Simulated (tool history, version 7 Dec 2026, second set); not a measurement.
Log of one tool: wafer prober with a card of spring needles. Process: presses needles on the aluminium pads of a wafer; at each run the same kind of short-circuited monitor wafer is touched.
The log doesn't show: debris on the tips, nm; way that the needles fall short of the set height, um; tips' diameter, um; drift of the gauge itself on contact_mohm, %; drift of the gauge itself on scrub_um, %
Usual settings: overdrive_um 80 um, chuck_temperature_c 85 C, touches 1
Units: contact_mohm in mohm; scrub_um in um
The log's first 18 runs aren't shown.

run,hour,overdrive_um,chuck_temperature_c,touches,touches since the tips were cleaned,cleanings since the card got new needles,touches since the first contact's height was set,contact_mohm,scrub_um
# hour 245.7: tips cleaned on abrasive film
19,246.2,80,85,2,186,33,88332,259,18.10
20,256.5,80,26,1,3623,33,91769,245,18.12
# hour 263.8: tips cleaned on abrasive film
21,267.3,77,58,1,1165,34,95317,253,17.38
22,276.2,77,58,1,4156,34,98308,254,17.42
# hour 281.5: tips cleaned on abrasive film
23,292.3,77,58,1,3606,35,103646,251,17.45
# hour 299.3: tips cleaned on abrasive film
24,302.8,77,33,1,1175,36,107113,243,17.44
# hour 316.6: tips cleaned on abrasive film
25,316.6,77,33,1,0,37,111667,246,17.44
# hour 333.8: tips cleaned on abrasive film
26,337.4,67,70,2,1206,38,118595,257,15.20
# hour 339.1: height of the first contact set anew
27,350.5,88,85,2,5462,38,3798,255,19.95
# hour 351.5: tips cleaned on abrasive film
28,365.6,98,85,1,4696,39,8791,258,22.22
# hour 369.7: tips cleaned on abrasive film
29,378.8,72,105,1,3050,40,13182,262,16.36
# hour 386.8: tips cleaned on abrasive film
30,387.5,72,105,1,248,41,16046,263,16.32
31,403.2,72,105,1,5485,41,21283,265,16.30
# hour 404.1: tips cleaned on abrasive film
32,418.7,83,65,1,4871,42,26436,254,18.82
# hour 421.6: tips cleaned on abrasive film
33,431.2,61,85,1,3173,43,30550,262,13.84

3 ways to go on from here, each from the tool as it stands after run 33. What would each give?
# hour 439.0: tips cleaned on abrasive film
A,443.9,77,84,1,1630,44,34775,?,?
# hour 439.0: tips cleaned on abrasive film
B,443.9,91,85,2,1630,44,34775,?,?
# hour 439.0: tips cleaned on abrasive film
C,443.9,76,42,3,1630,44,34775,?,?

run,contact_mohm,scrub_um
A,258,17.49
B,257,20.66
C,249,17.24
Without the tool's hidden state the same runs would have given:
run,contact_mohm,scrub_um
A,258,17.38
B,257,20.53
C,249,17.14

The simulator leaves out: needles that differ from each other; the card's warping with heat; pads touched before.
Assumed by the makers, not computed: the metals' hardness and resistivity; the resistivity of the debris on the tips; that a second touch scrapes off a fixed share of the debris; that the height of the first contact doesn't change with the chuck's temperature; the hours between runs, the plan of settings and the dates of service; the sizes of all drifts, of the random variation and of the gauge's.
